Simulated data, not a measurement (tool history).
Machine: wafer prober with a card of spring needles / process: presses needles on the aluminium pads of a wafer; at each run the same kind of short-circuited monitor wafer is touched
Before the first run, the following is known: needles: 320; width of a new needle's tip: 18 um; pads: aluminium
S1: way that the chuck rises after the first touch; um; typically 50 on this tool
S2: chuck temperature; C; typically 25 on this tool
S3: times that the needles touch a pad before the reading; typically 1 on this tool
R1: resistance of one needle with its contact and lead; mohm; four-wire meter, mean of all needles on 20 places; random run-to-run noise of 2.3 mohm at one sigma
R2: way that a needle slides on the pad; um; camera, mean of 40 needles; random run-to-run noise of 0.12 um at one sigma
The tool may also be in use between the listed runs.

run   hour  S1   S2  S3   R1    R2
  1      0  50   25   1  266  8.79
       3.3  -- tips cleaned on abrasive film
      17.3  -- tips cleaned on abrasive film
  2   17.7  50   25   1  255   8.7
  3   25.9  50   25   1  270  8.67
      32.6  -- tips cleaned on abrasive film
  4     41  50   25   1  267  8.53
      46.4  -- tips cleaned on abrasive film
  5   48.6  50   25   1  257  8.67
      60.3  -- tips cleaned on abrasive film
  6   60.3  50   25   1  257  8.51
  7   69.5  50   46   1  271  8.59
      75.5  -- tips cleaned on abrasive film
  8     78  50   46   1  269  8.25
      89.6  -- tips cleaned on abrasive film
  9     95  50   46   1  269  8.48
 10  102.5  50   25   1  270  8.55
     104.1  -- tips cleaned on abrasive film
     117.9  -- tips cleaned on abrasive film
 11  117.9  38   25   1  266  6.17
     132.2  -- tips cleaned on abrasive film
 12  133.4  38   25   1  268  6.53
     146.9  -- tips cleaned on abrasive film
 13  148.9  38   25   1  270  6.29
     161.2  -- tips cleaned on abrasive film
 14  161.3  38   25   1  265  6.29
     175.2  -- tips cleaned on abrasive film
 15  177.7  50   25   2  257   8.3
     189.1  -- tips cleaned on abrasive film
 16  195.6  50   25   2  263  8.42
     203.9  -- tips cleaned on abrasive film
 17  207.2  50   25   2  260  8.13
     218.5  -- tips cleaned on abrasive film
 18  221.2  50   25   2  259  8.26
     233.8  -- tips cleaned on abrasive film
 19  237.5  50   25   2  259  8.36
 20  246.8  50   31   1  267  8.44
     248.1  -- tips cleaned on abrasive film
 21  258.1  50   31   1  271  8.34
     261.8  -- tips cleaned on abrasive film
 22  270.6  47  119   3  292  7.82
       276  -- tips cleaned on abrasive film
 23  280.5  34   52   1  289   5.3
     290.3  -- tips cleaned on abrasive film
 24  296.6  34   52   1  293  5.27
     304.6  -- tips cleaned on abrasive film
 25  314.4  36  113   1  320  5.65
     318.9  -- tips cleaned on abrasive film
 26  326.6  46   36   2  275  7.38
     333.8  -- tips cleaned on abrasive film
 27  337.6  46   79   2  280  7.37
     347.9  -- tips cleaned on abrasive film
 28  350.5  46   79   2  280  7.44
     362.1  -- tips cleaned on abrasive film
 29  363.5  46   79   1  278  7.69

Estimate the outcome of run 30 from the log above:
 30  374.1  46  79   1   ?   ?

{"run 30": {"R1": 291, "R2": 7.49}}
With the hidden condition absent and the run-to-run variation left alone, this run would have shown R1 266 mohm, R2 8.51 um.
